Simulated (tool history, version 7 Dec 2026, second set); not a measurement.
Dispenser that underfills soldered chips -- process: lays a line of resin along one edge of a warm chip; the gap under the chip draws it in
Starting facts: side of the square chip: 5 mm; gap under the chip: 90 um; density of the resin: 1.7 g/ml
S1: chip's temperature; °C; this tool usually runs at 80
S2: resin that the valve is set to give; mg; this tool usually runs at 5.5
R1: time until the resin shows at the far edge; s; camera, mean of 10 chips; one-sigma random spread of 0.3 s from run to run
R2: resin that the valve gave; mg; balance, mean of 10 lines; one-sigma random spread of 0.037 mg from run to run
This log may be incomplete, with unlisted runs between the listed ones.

| run | hour | S1 | S2 | R1 | R2 |
|---|---|---|---|---|---|
| 1 | 0 | 80 | 5.5 | 5.9 | 5.39 |
|  | 3.7 | new syringe of resin |
| 2 | 7.7 | 80 | 5.5 | 5.7 | 5.32 |
|  | 13.2 | new syringe of resin |
| 3 | 14.5 | 80 | 5.5 | 4.7 | 5.29 |
|  | 22.5 | new syringe of resin |
| 4 | 25.4 | 80 | 5.5 | 5 | 5.22 |
|  | 31.6 | new syringe of resin |
| 5 | 35.1 | 80 | 5.5 | 5.5 | 5.15 |
|  | 41 | new syringe of resin |
| 6 | 41.2 | 80 | 5.5 | 4.7 | 5.19 |
| 7 | 48.3 | 80 | 5.5 | 6.7 | 5.19 |
|  | 50.5 | new syringe of resin |
| 8 | 58.1 | 80 | 5.5 | 6.2 | 5.13 |
|  | 60.2 | new syringe of resin |
| 9 | 65.7 | 80 | 5.5 | 6.2 | 5.16 |
|  | 69.9 | new syringe of resin |
|  | 74.2 | dispensing valve cleaned and set on the balance |
| 10 | 77.4 | 80 | 5.5 | 5.8 | 5.5 |
|  | 80.7 | new syringe of resin |
| 11 | 84.7 | 80 | 5.5 | 5.3 | 5.49 |
|  | 90 | new syringe of resin |
| 12 | 90.3 | 80 | 5.77 | 4.2 | 5.7 |
| 13 | 95.8 | 80 | 5.77 | 5.8 | 5.68 |
|  | 99.4 | new syringe of resin |
| 14 | 101.7 | 68 | 7.17 | 7.4 | 7.05 |
|  | 108.7 | new syringe of resin |
| 15 | 110.4 | 94 | 5.7 | 2.9 | 5.55 |
| 16 | 115.8 | 80 | 6.55 | 6.6 | 6.4 |
|  | 118.5 | new syringe of resin |
| 17 | 121.2 | 80 | 6.55 | 4.9 | 6.39 |
| 18 | 126.4 | 80 | 6.55 | 6.1 | 6.33 |
|  | 128.1 | new syringe of resin |
| 19 | 134.4 | 88 | 5.24 | 5.1 | 5.01 |
|  | 137.6 | new syringe of resin |
| 20 | 141.1 | 75 | 4.94 | 6.1 | 4.76 |
|  | 146.9 | new syringe of resin |
| 21 | 149.5 | 87 | 5.04 | 4.3 | 4.8 |
|  | 156.8 | new syringe of resin |
| 22 | 158.6 | 87 | 5.04 | 3.8 | 4.73 |
|  | 166.1 | new syringe of resin |
| 23 | 168.2 | 87 | 5.04 | 4.5 | 4.79 |
|  | 175.5 | new syringe of resin |
| 24 | 177.8 | 66 | 6.23 | 7.6 | 5.88 |
|  | 185 | new syringe of resin |
| 25 | 186.4 | 66 | 6.23 | 6.9 | 5.85 |
|  | 194.7 | new syringe of resin |
| 26 | 196.3 | 66 | 6.23 | 7.1 | 5.82 |

Predict each of these 5 candidate next runs independently; none follows another, all start after run 26:
|  | 198.8 | dispensing valve cleaned and set on the balance |
|  | 205.1 | new syringe of resin |
| A | 205.7 | 80 | 6.23 | ? | ? |
|  | 198.8 | dispensing valve cleaned and set on the balance |
|  | 205.1 | new syringe of resin |
| B | 205.7 | 69 | 6.19 | ? | ? |
|  | 198.8 | dispensing valve cleaned and set on the balance |
|  | 205.1 | new syringe of resin |
| C | 205.7 | 80 | 6.23 | ? | ? |
|  | 198.8 | dispensing valve cleaned and set on the balance |
|  | 205.1 | new syringe of resin |
| D | 205.7 | 91 | 6.07 | ? | ? |
|  | 198.8 | dispensing valve cleaned and set on the balance |
|  | 205.1 | new syringe of resin |
| E | 205.7 | 75 | 4.74 | ? | ? |

| run | R1 | R2 |
|---|---|---|
| A | 3.8 | 6.29 |
| B | 6.2 | 6.11 |
| C | 4.4 | 6.22 |
| D | 3.2 | 5.98 |
| E | 5.8 | 4.7 |
Take away the tool's hidden state, keep each run's random variation, and the runs would have read:
| run | R1 | R2 |
|---|---|---|
| A | 3.8 | 6.31 |
| B | 6.2 | 6.13 |
| C | 4.4 | 6.24 |
| D | 3.1 | 6 |
| E | 5.8 | 4.72 |
